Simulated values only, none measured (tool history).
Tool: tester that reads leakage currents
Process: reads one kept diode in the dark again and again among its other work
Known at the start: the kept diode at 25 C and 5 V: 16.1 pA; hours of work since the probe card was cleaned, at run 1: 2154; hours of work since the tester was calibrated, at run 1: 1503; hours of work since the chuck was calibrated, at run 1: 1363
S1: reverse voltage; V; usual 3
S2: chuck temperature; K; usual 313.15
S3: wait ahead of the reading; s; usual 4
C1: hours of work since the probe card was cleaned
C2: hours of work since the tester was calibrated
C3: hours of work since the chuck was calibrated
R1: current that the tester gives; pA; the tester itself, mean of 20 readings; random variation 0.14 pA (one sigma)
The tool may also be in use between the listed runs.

Run 1, day 0: usual settings; C1 2154; C2 1503; C3 1363. Result: R1 59.05 pA.
Run 2, day 1.442: usual settings; C1 2179; C2 1529; C3 1389. Result: R1 59.1 pA.
Run 3, day 3.575: usual settings; C1 2216; C2 1566; C3 1426. Result: R1 59.5 pA.
Run 4, day 5.746: usual settings; C1 2255; C2 1604; C3 1464. Result: R1 59.94 pA.
At day 6.462: probe card cleaned and baked.
Run 5, day 8.042: usual settings; C1 28; C2 1642; C3 1502. Result: R1 52.87 pA.
At day 8.408: chuck's temperature calibrated.
Run 6, day 9.1: usual settings but S2 303.15 K; C1 45; C2 1660; C3 12. Result: R1 24.38 pA.
Run 7, day 10.946: usual settings but S2 303.15 K; C1 77; C2 1692; C3 45. Result: R1 24.63 pA.
Run 8, day 13.05: usual settings; C1 114; C2 1729; C3 82. Result: R1 55.71 pA.
Run 9, day 14.725: usual settings; C1 144; C2 1758; C3 111. Result: R1 55.86 pA.
Run 10, day 15.875: usual settings; C1 164; C2 1779; C3 131. Result: R1 56.13 pA.
Run 11, day 17.429: usual settings; C1 191; C2 1806; C3 158. Result: R1 56.42 pA.
Run 12, day 18.462: usual settings but S1 1.63 V, S2 306.15 K, S3 0.36 s; C1 209; C2 1824; C3 177. Result: R1 23.49 pA.
At day 20.817: chuck's temperature calibrated, once more.
Run 13, day 20.817: usual settings but S1 1.63 V, S2 306.15 K, S3 0.36 s; C1 249; C2 1864; C3 0. Result: R1 17.93 pA.
Run 14, day 21.792: usual settings but S2 314.15 K, S3 0.83 s; C1 266; C2 1881; C3 17. Result: R1 47.44 pA.
Run 15, day 23.475: usual settings but S1 1.35 V, S2 307.15 K, S3 3.03 s; C1 296; C2 1911; C3 47. Result: R1 17.15 pA.
Run 16, day 25.596: usual settings but S1 1.35 V, S2 307.15 K, S3 3.03 s; C1 333; C2 1948; C3 84. Result: R1 17.35 pA.
Run 17, day 27.758: usual settings but S1 6.99 V, S2 305.15 K, S3 0.43 s; C1 371; C2 1986; C3 122. Result: R1 40.2 pA.
Run 18, day 29.338: usual settings but S1 15.32 V, S2 295.15 K, S3 0.4 s; C1 399; C2 2014; C3 150. Result: R1 34.14 pA.
Run 19, day 31.254: usual settings but S1 15.32 V, S2 295.15 K, S3 0.4 s; C1 433; C2 2047; C3 183. Result: R1 34.88 pA.
Run 20, day 32.333: usual settings but S3 0.5 s; C1 452; C2 2066; C3 202. Result: R1 45.61 pA.
Run 21, day 34.338: usual settings but S1 10.84 V, S3 4.17 s; C1 487; C2 2101; C3 238. Result: R1 95.89 pA.
Run 22, day 35.929: usual settings but S2 293.15 K, S3 0.58 s; C1 515; C2 2129; C3 265. Result: R1 10.18 pA.

Forecast each of these 4 alternatives for the next run:
Run A, day 37.383: usual settings but S3 3.34 s; C1 540; C2 2155; C3 291. Result: R1 ?.
Run B, day 37.383: usual settings but S2 320.15 K, S3 6.39 s; C1 540; C2 2155; C3 291. Result: R1 ?.
Run C, day 37.383: usual settings but S1 2.62 V, S2 293.15 K, S3 2.58 s; C1 540; C2 2155; C3 291. Result: R1 ?.
Run D, day 37.383: usual settings but S1 1.74 V, S2 300.15 K, S3 8.85 s; C1 540; C2 2155; C3 291. Result: R1 ?.

run     R1
  A  45.82
  B  78.13
  C   8.99
  D  12.07
Without the tool's hidden state the same runs would have given:
run     R1
  A  43.19
  B  74.94
  C   7.28
  D   10.8
